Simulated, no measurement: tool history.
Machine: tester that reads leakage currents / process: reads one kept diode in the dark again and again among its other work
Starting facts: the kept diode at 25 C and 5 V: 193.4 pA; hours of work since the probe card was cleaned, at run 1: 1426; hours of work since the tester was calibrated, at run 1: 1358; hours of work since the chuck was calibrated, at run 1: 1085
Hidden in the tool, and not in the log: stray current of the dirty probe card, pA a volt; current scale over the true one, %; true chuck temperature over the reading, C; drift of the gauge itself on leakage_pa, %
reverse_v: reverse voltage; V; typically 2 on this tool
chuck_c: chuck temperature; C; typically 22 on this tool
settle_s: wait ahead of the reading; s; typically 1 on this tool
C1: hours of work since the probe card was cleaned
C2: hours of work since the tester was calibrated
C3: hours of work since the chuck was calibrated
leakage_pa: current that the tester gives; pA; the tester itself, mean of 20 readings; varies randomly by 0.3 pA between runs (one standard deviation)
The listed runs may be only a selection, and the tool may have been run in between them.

{"run": 1, "hour": 0.0, "reverse_v": 2, "chuck_c": 22, "settle_s": 1, "C1": 1426, "C2": 1358, "C3": 1085, "leakage_pa": 99.01}
{"run": 2, "hour": 48.6, "reverse_v": 2, "chuck_c": 22, "settle_s": 1, "C1": 1445, "C2": 1378, "C3": 1105, "leakage_pa": 98.71}
{"run": 3, "hour": 96.6, "reverse_v": 2, "chuck_c": 22, "settle_s": 1, "C1": 1465, "C2": 1397, "C3": 1124, "leakage_pa": 98.47}
{"run": 4, "hour": 187.7, "reverse_v": 1.11, "chuck_c": 22, "settle_s": 1, "C1": 1502, "C2": 1434, "C3": 1161, "leakage_pa": 76.12}
{"run": 5, "hour": 273.4, "reverse_v": 2, "chuck_c": 22, "settle_s": 1, "C1": 1536, "C2": 1469, "C3": 1196, "leakage_pa": 99.06}
{"hour": 282.3, "done": "probe card cleaned and baked"}
{"run": 6, "hour": 343.1, "reverse_v": 2, "chuck_c": 22, "settle_s": 1, "C1": 25, "C2": 1496, "C3": 1223, "leakage_pa": 98.7}
{"run": 7, "hour": 454.7, "reverse_v": 2, "chuck_c": 22, "settle_s": 1, "C1": 70, "C2": 1541, "C3": 1268, "leakage_pa": 98.72}
{"run": 8, "hour": 523.7, "reverse_v": 2, "chuck_c": 22, "settle_s": 1, "C1": 98, "C2": 1569, "C3": 1296, "leakage_pa": 98.58}
{"run": 9, "hour": 610.6, "reverse_v": 2.03, "chuck_c": 22, "settle_s": 1, "C1": 133, "C2": 1604, "C3": 1331, "leakage_pa": 99.41}
{"run": 10, "hour": 674.0, "reverse_v": 2, "chuck_c": 22, "settle_s": 3.88, "C1": 159, "C2": 1630, "C3": 1357, "leakage_pa": 98.33}
{"run": 11, "hour": 762.1, "reverse_v": 2, "chuck_c": 24, "settle_s": 1, "C1": 194, "C2": 1665, "C3": 1393, "leakage_pa": 118.31}
{"run": 12, "hour": 809.9, "reverse_v": 2, "chuck_c": 22, "settle_s": 1, "C1": 214, "C2": 1685, "C3": 1412, "leakage_pa": 98.67}
{"run": 13, "hour": 859.4, "reverse_v": 2, "chuck_c": 22, "settle_s": 1, "C1": 234, "C2": 1705, "C3": 1432, "leakage_pa": 98.86}
{"run": 14, "hour": 958.8, "reverse_v": 2.56, "chuck_c": 22, "settle_s": 1, "C1": 274, "C2": 1745, "C3": 1472, "leakage_pa": 109.78}
{"run": 15, "hour": 1008.0, "reverse_v": 19.2, "chuck_c": 22, "settle_s": 1, "C1": 294, "C2": 1765, "C3": 1492, "leakage_pa": 272.33}
{"run": 16, "hour": 1065.8, "reverse_v": 19.2, "chuck_c": 22, "settle_s": 1, "C1": 317, "C2": 1788, "C3": 1515, "leakage_pa": 272.9}
{"run": 17, "hour": 1179.9, "reverse_v": 19.2, "chuck_c": 22, "settle_s": 1, "C1": 363, "C2": 1834, "C3": 1562, "leakage_pa": 272.9}
{"run": 18, "hour": 1238.9, "reverse_v": 15.6, "chuck_c": 22, "settle_s": 1, "C1": 387, "C2": 1858, "C3": 1586, "leakage_pa": 247.87}
{"run": 19, "hour": 1348.8, "reverse_v": 15.6, "chuck_c": 22, "settle_s": 1, "C1": 432, "C2": 1903, "C3": 1630, "leakage_pa": 248.72}
{"run": 20, "hour": 1420.5, "reverse_v": 2, "chuck_c": 22, "settle_s": 1, "C1": 461, "C2": 1932, "C3": 1659, "leakage_pa": 98.7}
{"run": 21, "hour": 1471.3, "reverse_v": 7.98, "chuck_c": 26, "settle_s": 3.72, "C1": 481, "C2": 1952, "C3": 1680, "leakage_pa": 260.79}
{"run": 22, "hour": 1518.0, "reverse_v": 1.12, "chuck_c": 30, "settle_s": 1.43, "C1": 500, "C2": 1971, "C3": 1698, "leakage_pa": 153.83}
{"run": 23, "hour": 1632.5, "reverse_v": 1.12, "chuck_c": 30, "settle_s": 1.43, "C1": 546, "C2": 2018, "C3": 1745, "leakage_pa": 153.07}
{"run": 24, "hour": 1709.7, "reverse_v": 9.46, "chuck_c": 22, "settle_s": 1, "C1": 578, "C2": 2049, "C3": 1776, "leakage_pa": 198.09}
{"run": 25, "hour": 1792.4, "reverse_v": 9.46, "chuck_c": 22, "settle_s": 1, "C1": 611, "C2": 2082, "C3": 1810, "leakage_pa": 198.69}
{"run": 26, "hour": 1882.1, "reverse_v": 12.63, "chuck_c": 22, "settle_s": 1, "C1": 647, "C2": 2119, "C3": 1846, "leakage_pa": 225.21}
{"run": 27, "hour": 1970.5, "reverse_v": 12.63, "chuck_c": 22, "settle_s": 1, "C1": 683, "C2": 2154, "C3": 1882, "leakage_pa": 225.74}
{"run": 28, "hour": 2057.6, "reverse_v": 12.63, "chuck_c": 22, "settle_s": 1, "C1": 718, "C2": 2190, "C3": 1917, "leakage_pa": 225.29}
{"run": 29, "hour": 2144.1, "reverse_v": 2, "chuck_c": 22, "settle_s": 7.41, "C1": 753, "C2": 2225, "C3": 1952, "leakage_pa": 98.89}
{"run": 30, "hour": 2253.8, "reverse_v": 2, "chuck_c": 22, "settle_s": 7.41, "C1": 798, "C2": 2269, "C3": 1996, "leakage_pa": 98.63}
{"run": 31, "hour": 2345.1, "reverse_v": 2, "chuck_c": 22, "settle_s": 3.7, "C1": 835, "C2": 2306, "C3": 2033, "leakage_pa": 98.6}
{"run": 32, "hour": 2458.6, "reverse_v": 2, "chuck_c": 20, "settle_s": 2.93, "C1": 881, "C2": 2352, "C3": 2079, "leakage_pa": 82.26}
{"run": 33, "hour": 2543.2, "reverse_v": 5.19, "chuck_c": 20, "settle_s": 2.93, "C1": 915, "C2": 2386, "C3": 2113, "leakage_pa": 126.54}
{"run": 34, "hour": 2633.8, "reverse_v": 5.19, "chuck_c": 20, "settle_s": 2.93, "C1": 952, "C2": 2423, "C3": 2150, "leakage_pa": 125.92}
{"run": 35, "hour": 2681.8, "reverse_v": 10.83, "chuck_c": 56, "settle_s": 1.16, "C1": 971, "C2": 2442, "C3": 2169, "leakage_pa": 3232.88}
{"run": 36, "hour": 2745.9, "reverse_v": 10.83, "chuck_c": 56, "settle_s": 1.16, "C1": 997, "C2": 2468, "C3": 2195, "leakage_pa": 3234.47}
{"run": 37, "hour": 2848.0, "reverse_v": 7.79, "chuck_c": 53, "settle_s": 1.88, "C1": 1038, "C2": 2509, "C3": 2237, "leakage_pa": 2249.54}
{"run": 38, "hour": 2950.1, "reverse_v": 7.79, "chuck_c": 53, "settle_s": 1.88, "C1": 1080, "C2": 2551, "C3": 2278, "leakage_pa": 2253.23}
{"run": 39, "hour": 3009.1, "reverse_v": 7.79, "chuck_c": 32, "settle_s": 0.34, "C1": 1104, "C2": 2575, "C3": 2302, "leakage_pa": 432.44}

3 options for the next run, each taken on its own from the tool as it stands now. Forecast them:
{"run": "A", "hour": 3086.7, "reverse_v": 6.18, "chuck_c": 21, "settle_s": 0.3, "C1": 1135, "C2": 2606, "C3": 2333, "leakage_pa": "?"}
{"run": "B", "hour": 3086.7, "reverse_v": 2.5, "chuck_c": 58, "settle_s": 3.12, "C1": 1135, "C2": 2606, "C3": 2333, "leakage_pa": "?"}
{"run": "C", "hour": 3086.7, "reverse_v": 2, "chuck_c": 31, "settle_s": 0.33, "C1": 1135, "C2": 2606, "C3": 2333, "leakage_pa": "?"}

run=A leakage_pa=151.23
run=B leakage_pa=1945.87
run=C leakage_pa=216.81
Had the tool no hidden state, the same runs would have come out as:
run=A leakage_pa=151.11
run=B leakage_pa=1945.12
run=C leakage_pa=216.7
